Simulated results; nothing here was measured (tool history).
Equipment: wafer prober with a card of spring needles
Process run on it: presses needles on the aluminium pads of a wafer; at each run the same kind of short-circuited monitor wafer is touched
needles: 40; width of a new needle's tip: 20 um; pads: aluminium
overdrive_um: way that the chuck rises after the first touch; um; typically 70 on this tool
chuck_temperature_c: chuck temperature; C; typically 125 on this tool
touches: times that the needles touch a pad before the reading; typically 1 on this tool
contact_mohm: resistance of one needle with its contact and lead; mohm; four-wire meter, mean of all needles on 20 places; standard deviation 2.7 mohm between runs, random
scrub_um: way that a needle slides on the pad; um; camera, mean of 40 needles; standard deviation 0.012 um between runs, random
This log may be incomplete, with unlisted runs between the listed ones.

Run 1, hour 0.0: usual settings. Result: contact_mohm 369 mohm, scrub_um 16.11 um.
At hour 2.2: tips cleaned on abrasive film.
At hour 15.3: tips cleaned on abrasive film.
Run 2, hour 23.7: usual settings. Result: contact_mohm 375 mohm, scrub_um 16.06 um.
At hour 27.9: tips cleaned on abrasive film.
At hour 40.2: tips cleaned on abrasive film.
Run 3, hour 40.2: usual settings. Result: contact_mohm 315 mohm, scrub_um 15.99 um.
At hour 49.9: height of the first contact set anew.
At hour 54.1: tips cleaned on abrasive film.
Run 4, hour 54.1: usual settings. Result: contact_mohm 315 mohm, scrub_um 16.21 um.
At hour 67.7: tips cleaned on abrasive film.
Run 5, hour 69.6: usual settings. Result: contact_mohm 337 mohm, scrub_um 16.20 um.
At hour 81.3: tips cleaned on abrasive film.
Run 6, hour 86.8: usual settings. Result: contact_mohm 369 mohm, scrub_um 16.16 um.
At hour 95.3: tips cleaned on abrasive film.
Run 7, hour 105.8: usual settings but chuck_temperature_c 54 C. Result: contact_mohm 364 mohm, scrub_um 16.13 um.
At hour 107.5: tips cleaned on abrasive film.
Run 8, hour 116.4: usual settings but chuck_temperature_c 54 C. Result: contact_mohm 357 mohm, scrub_um 16.11 um.
At hour 120.8: tips cleaned on abrasive film.
At hour 133.5: tips cleaned on abrasive film.
Run 9, hour 138.8: usual settings but chuck_temperature_c 88 C. Result: contact_mohm 359 mohm, scrub_um 16.07 um.
At hour 146.0: tips cleaned on abrasive film.
Run 10, hour 155.6: usual settings but chuck_temperature_c 88 C. Result: contact_mohm 369 mohm, scrub_um 16.03 um.
At hour 159.3: tips cleaned on abrasive film.
At hour 172.8: tips cleaned on abrasive film.
Run 11, hour 174.0: usual settings. Result: contact_mohm 337 mohm, scrub_um 15.97 um.
At hour 180.8: height of the first contact set anew.
At hour 187.1: tips cleaned on abrasive film.
Run 12, hour 190.5: usual settings. Result: contact_mohm 351 mohm, scrub_um 16.22 um.
At hour 200.7: tips cleaned on abrasive film.
Run 13, hour 202.7: usual settings but overdrive_um 57 um. Result: contact_mohm 366 mohm, scrub_um 13.19 um.
At hour 213.0: tips cleaned on abrasive film.
Run 14, hour 222.4: usual settings but overdrive_um 57 um. Result: contact_mohm 415 mohm, scrub_um 13.15 um.
At hour 225.4: tips cleaned on abrasive film.
Run 15, hour 235.0: usual settings but overdrive_um 57 um. Result: contact_mohm 412 mohm, scrub_um 13.10 um.
At hour 238.1: tips cleaned on abrasive film.
Run 16, hour 247.4: usual settings but overdrive_um 57 um. Result: contact_mohm 413 mohm, scrub_um 13.11 um.
At hour 251.2: tips cleaned on abrasive film.
Run 17, hour 257.0: usual settings but overdrive_um 57 um. Result: contact_mohm 401 mohm, scrub_um 13.07 um.
At hour 264.1: tips cleaned on abrasive film.
At hour 277.0: tips cleaned on abrasive film.
Run 18, hour 278.9: usual settings but overdrive_um 57 um. Result: contact_mohm 360 mohm, scrub_um 13.01 um.
At hour 290.1: tips cleaned on abrasive film.
At hour 302.3: tips cleaned on abrasive film.
Run 19, hour 302.3: usual settings but overdrive_um 85 um, chuck_temperature_c 73 C, touches 2. Result: contact_mohm 295 mohm, scrub_um 19.43 um.
At hour 312.0: height of the first contact set anew.
At hour 315.7: tips cleaned on abrasive film.
Run 20, hour 315.8: usual settings but overdrive_um 85 um, chuck_temperature_c 73 C, touches 2. Result: contact_mohm 292 mohm, scrub_um 19.69 um.
At hour 328.7: tips cleaned on abrasive film.
Run 21, hour 338.0: usual settings but overdrive_um 85 um, chuck_temperature_c 73 C, touches 2. Result: contact_mohm 318 mohm, scrub_um 19.65 um.
At hour 341.1: tips cleaned on abrasive film.
At hour 354.0: tips cleaned on abrasive film.
Run 22, hour 359.5: usual settings but overdrive_um 85 um, chuck_temperature_c 73 C, touches 2. Result: contact_mohm 315 mohm, scrub_um 19.60 um.
At hour 368.0: tips cleaned on abrasive film.
Run 23, hour 369.3: usual settings but overdrive_um 53 um, chuck_temperature_c 73 C. Result: contact_mohm 363 mohm, scrub_um 12.17 um.
At hour 380.9: tips cleaned on abrasive film.
Run 24, hour 383.2: usual settings but chuck_temperature_c 69 C. Result: contact_mohm 333 mohm, scrub_um 16.10 um.
At hour 394.0: tips cleaned on abrasive film.
Run 25, hour 400.3: usual settings but overdrive_um 55 um, chuck_temperature_c 124 C. Result: contact_mohm 416 mohm, scrub_um 12.59 um.
At hour 406.6: tips cleaned on abrasive film.
At hour 419.9: tips cleaned on abrasive film.
Run 26, hour 420.2: usual settings but chuck_temperature_c 29 C. Result: contact_mohm 289 mohm, scrub_um 16.02 um.
At hour 433.0: tips cleaned on abrasive film.
Run 27, hour 437.6: usual settings but overdrive_um 68 um, chuck_temperature_c 100 C, touches 2. Result: contact_mohm 336 mohm, scrub_um 15.53 um.
At hour 443.8: height of the first contact set anew.
At hour 447.4: tips cleaned on abrasive film.
Run 28, hour 454.5: usual settings but overdrive_um 68 um, chuck_temperature_c 100 C, touches 2. Result: contact_mohm 346 mohm, scrub_um 15.75 um.
At hour 459.8: tips cleaned on abrasive film.
Run 29, hour 470.3: usual settings but overdrive_um 68 um, chuck_temperature_c 100 C, touches 2. Result: contact_mohm 347 mohm, scrub_um 15.71 um.
At hour 472.3: tips cleaned on abrasive film.
Run 30, hour 483.4: usual settings but overdrive_um 68 um, chuck_temperature_c 100 C, touches 2. Result: contact_mohm 346 mohm, scrub_um 15.68 um.
At hour 485.0: tips cleaned on abrasive film.
Run 31, hour 495.0: usual settings but overdrive_um 68 um, chuck_temperature_c 100 C, touches 2. Result: contact_mohm 348 mohm, scrub_um 15.67 um.

For some of the steps in contact_mohm from one run to the next: how much would appear even if the tool had no hidden state, given the settings, what came in and random variation, and how much remains for the hidden state plus any gauge scatter that the measured result and the result without hidden state don't share?
The tool's hidden condition here consists of: debris on the tips, nm; way that the needles fall short of the set height, um; tips' diameter, um; drift of the gauge itself on contact_mohm, %; drift of the gauge itself on scrub_um, %.
Run 2 -> 3: tips cleaned on abrasive film, tips cleaned on abrasive film. contact_mohm -60 mohm: hidden state -56, all else -4.
Run 18 -> 19: overdrive_um 57 -> 85, chuck_temperature_c 125 -> 73, touches 1 -> 2, tips cleaned on abrasive film, tips cleaned on abrasive film. contact_mohm -65 mohm: hidden state -46, all else -19.
Run 24 -> 25: overdrive_um 70 -> 55, chuck_temperature_c 69 -> 124, tips cleaned on abrasive film. contact_mohm +83 mohm: hidden state +56, all else +27.
Run 25 -> 26: overdrive_um 55 -> 70, chuck_temperature_c 124 -> 29, tips cleaned on abrasive film, tips cleaned on abrasive film. contact_mohm -127 mohm: hidden state -86, all else -41.
